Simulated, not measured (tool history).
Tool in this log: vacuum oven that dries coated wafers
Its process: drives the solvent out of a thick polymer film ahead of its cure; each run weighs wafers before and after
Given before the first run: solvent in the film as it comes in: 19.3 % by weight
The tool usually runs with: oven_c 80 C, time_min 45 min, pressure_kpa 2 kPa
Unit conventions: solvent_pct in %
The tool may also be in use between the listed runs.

run 1 day=0 | oven_c=80 time_min=45 pressure_kpa=2 | solvent_pct=4.26
run 2 day=1.762 | oven_c=80 time_min=45 pressure_kpa=2 | solvent_pct=4.21
run 3 day=3.288 | oven_c=94 time_min=45 pressure_kpa=2 | solvent_pct=0.92
run 4 day=6.154 | oven_c=94 time_min=45 pressure_kpa=2 | solvent_pct=0.89
run 5 day=7.925 | oven_c=94 time_min=45 pressure_kpa=2 | solvent_pct=0.91
run 6 day=9.983 | oven_c=91 time_min=45 pressure_kpa=2 | solvent_pct=1.28
run 7 day=13.104 | oven_c=91 time_min=45 pressure_kpa=2 | solvent_pct=1.24
run 8 day=15.754 | oven_c=91 time_min=45 pressure_kpa=1.21 | solvent_pct=0.95
run 9 day=17.683 | oven_c=91 time_min=22 pressure_kpa=1.21 | solvent_pct=3.21
-- day=18.142 oven's thermocouples calibrated
run 10 day=19.458 | oven_c=91 time_min=22 pressure_kpa=1.21 | solvent_pct=3.83
run 11 day=20.904 | oven_c=80 time_min=45 pressure_kpa=2 | solvent_pct=4.84
run 12 day=22.662 | oven_c=80 time_min=45 pressure_kpa=2 | solvent_pct=4.83
run 13 day=24.904 | oven_c=80 time_min=45 pressure_kpa=2 | solvent_pct=4.78
run 14 day=27.488 | oven_c=80 time_min=48 pressure_kpa=2 | solvent_pct=4.43
run 15 day=30.4 | oven_c=80 time_min=25 pressure_kpa=3.29 | solvent_pct=8.24
run 16 day=32.6 | oven_c=74 time_min=59 pressure_kpa=3.08 | solvent_pct=6.45
run 17 day=35.096 | oven_c=74 time_min=59 pressure_kpa=3.08 | solvent_pct=6.38
run 18 day=38.117 | oven_c=75 time_min=45 pressure_kpa=3.51 | solvent_pct=7.54
run 19 day=41.138 | oven_c=81 time_min=45 pressure_kpa=3.51 | solvent_pct=4.86
run 20 day=42.871 | oven_c=93 time_min=45 pressure_kpa=1.29 | solvent_pct=0.92
run 21 day=44.458 | oven_c=85 time_min=39 pressure_kpa=6.77 | solvent_pct=5.23

Forecast each of these 4 alternatives for the next run:
run A day=47.279 | oven_c=74 time_min=43 pressure_kpa=2.63 | solvent_pct=?
run B day=47.279 | oven_c=85 time_min=39 pressure_kpa=4.44 | solvent_pct=?
run C day=47.279 | oven_c=75 time_min=45 pressure_kpa=3.11 | solvent_pct=?
run D day=47.279 | oven_c=74 time_min=73 pressure_kpa=3.11 | solvent_pct=?

run=A solvent_pct=7.72
run=B solvent_pct=4.27
run=C solvent_pct=7.21
run=D solvent_pct=5.28
Without the tool's unlogged condition, the same runs would have read:
run=A solvent_pct=7.52
run=B solvent_pct=4.1
run=C solvent_pct=7
run=D solvent_pct=5.03

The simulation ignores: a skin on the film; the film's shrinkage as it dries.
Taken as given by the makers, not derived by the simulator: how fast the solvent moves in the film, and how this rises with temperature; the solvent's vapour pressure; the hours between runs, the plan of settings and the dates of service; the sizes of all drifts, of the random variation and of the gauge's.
